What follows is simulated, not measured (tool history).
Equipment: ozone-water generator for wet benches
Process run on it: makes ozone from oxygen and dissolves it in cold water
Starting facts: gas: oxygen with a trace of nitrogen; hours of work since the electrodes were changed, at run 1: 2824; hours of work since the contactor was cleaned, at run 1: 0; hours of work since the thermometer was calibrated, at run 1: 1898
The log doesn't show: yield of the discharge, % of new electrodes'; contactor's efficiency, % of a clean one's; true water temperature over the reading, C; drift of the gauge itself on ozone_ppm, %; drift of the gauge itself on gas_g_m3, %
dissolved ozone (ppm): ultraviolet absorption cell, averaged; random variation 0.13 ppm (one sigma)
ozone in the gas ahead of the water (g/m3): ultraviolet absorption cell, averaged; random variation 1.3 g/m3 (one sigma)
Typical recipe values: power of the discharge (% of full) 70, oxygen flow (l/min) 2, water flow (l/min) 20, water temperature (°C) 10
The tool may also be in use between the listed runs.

run      day  power of the discharge (% of full)  oxygen flow (l/min)  water flow (l/min)  water temperature (°C)  hours of work since the electrodes were changed  hours of work since the contactor was cleaned  hours of work since the thermometer was calibrated  dissolved ozone (ppm)  ozone in the gas ahead of the water (g/m3)
  1        0                                  70                    2                  20                      10                                             2824                                              0                                                1898                   11.1                                       202.7
  2    4.258                                  70                    2                  20                      12                                             2893                                             69                                                1967                   10.8                                       203.4
  3   11.304                                  70                    2                  20                      12                                             3006                                            182                                                2080                   10.9                                       201.2
  4   15.358                                  70                    2                  17                      10                                             3072                                            248                                                2146                   12.9                                       197.8
  5   20.033                                  70                    2                  20                      10                                             3147                                            323                                                2221                   10.7                                         197
  6   26.662                                  45                    2                  20                      10                                             3254                                            430                                                2328                    8.7                                       161.7
  7   29.638                                  45                    2                  20                      10                                             3302                                            478                                                2376                    8.6                                       160.7
  8   33.904                                  70                    2                  20                      10                                             3371                                            546                                                2444                   10.6                                         196
  9   40.804                                  65                    2                  20                      10                                             3482                                            658                                                2556                    9.9                                       188.4
 10   43.912                                  65                    2                  20                      10                                             3532                                            708                                                2606                   10.1                                       185.7
 11   47.712                                  65                    2                  20                      10                                             3593                                            769                                                2667                    9.6                                         188
 12   53.333                                  70                 2.58                  20                      10                                             3684                                            860                                                2758                   10.3                                       158.9
 13   59.358                                  73                    2                  20                      10                                             3781                                            957                                                2855                     10                                       192.5
      64.512  -- water thermometer calibrated
 14   66.242                                  73                    2                  20                      10                                             3891                                           1067                                                  28                   10.2                                       191.1
 15   72.525                                  73                    2                  20                      10                                             3993                                           1169                                                 129                    9.8                                         189
 16   75.421                                  77                    2                  20                      10                                             4039                                           1215                                                 176                   10.2                                       194.6
 17   81.554                                  70                    2                  20                      10                                             4138                                           1314                                                 275                    9.9                                       182.8
 18   87.788                                  70                 1.94                  30                      12                                             4239                                           1415                                                 375                    6.2                                         185
 19   92.525                                  70                 1.94                  30                      12                                             4315                                           1491                                                 451                      6                                       185.5
 20   97.946                                  70                 1.94                  30                      12                                             4402                                           1578                                                 539                    6.1                                       183.4
 21  103.021                                  55                    2                  20                      10                                             4484                                           1660                                                 621                    8.5                                       162.2
 22  108.042                                  58                    2                  20                      11                                             4565                                           1741                                                 702                    8.7                                       164.3
 23  112.296                                  81                    2                  20                      10                                             4634                                           1810                                                 770                    9.8                                       188.2
 24    117.9                                  44                 2.91                  31                      18                                             4724                                           1900                                                 861                    4.8                                       111.3
 25  121.512                                  95                 2.91                  31                       5                                             4782                                           1958                                                 919                    6.9                                       149.2
 26  125.204                                  49                 1.07                  20                       8                                             4842                                           2018                                                 978                      7                                       234.6
 27    131.1                                  49                 1.07                  20                       8                                             4937                                           2113                                                1073                      7                                       232.1
     137.321  -- electrodes of the discharge changed
 28  138.179                                  58                    2                  20                      10                                               14                                           2223                                                1183                   11.4                                       217.2
 29  144.783                                  58                    2                  20                      10                                              120                                           2329                                                1290                   11.4                                       216.1
 30    148.7                                  60                    2                  20                       6                                              183                                           2392                                                1353                   11.6                                       218.1
 31  154.675                                  70                 1.91                  20                      10                                              280                                           2489                                                1449                   12.4                                       245.6
 32  158.854                                  70                 1.91                  20                      10                                              347                                           2556                                                1517                   12.3                                       243.8
 33  162.792                                  70                 1.34                  31                      10                                              410                                           2620                                                1580                    7.1                                       311.1

Measured result minus the same run's result without the hidden state. Both carry the same run-to-run variation, though not necessarily the same gauge scatter:
run  dissolved ozone (ppm)  ozone in the gas ahead of the water (g/m3)
  1                   -2.2                                       -39.2
  2                   -2.2                                       -40.6
  3                   -2.3                                       -42.1
  4                   -2.9                                       -42.6
  5                   -2.4                                       -43.9
  6                   -1.6                                       -28.6
  7                   -1.7                                       -29.2
  8                   -2.7                                       -47.9
  9                   -2.6                                       -45.9
 10                   -2.7                                       -46.6
 11                   -2.7                                       -47.8
 12                   -3.2                                       -43.5
 13                   -3.3                                       -55.9
 14                   -3.3                                       -57.9
 15                   -3.5                                       -59.3
 16                   -3.7                                       -63.9
 17                   -3.4                                       -58.9
 18                   -2.3                                         -62
 19                   -2.4                                       -63.2
 20                   -2.3                                       -64.4
 21                     -3                                         -51
 22                   -3.2                                       -54.7
 23                   -4.4                                         -77
 24                   -1.7                                       -32.8
 25                   -3.7                                       -69.9
 26                   -2.7                                       -76.6
 27                   -2.7                                         -78
 28                   -0.5                                          -1
 29                   -0.6                                        -2.4
 30                   -0.7                                        -3.2
 31                   -0.9                                        -5.5
 32                   -0.9                                        -6.5
 33                   -0.6                                        -9.5

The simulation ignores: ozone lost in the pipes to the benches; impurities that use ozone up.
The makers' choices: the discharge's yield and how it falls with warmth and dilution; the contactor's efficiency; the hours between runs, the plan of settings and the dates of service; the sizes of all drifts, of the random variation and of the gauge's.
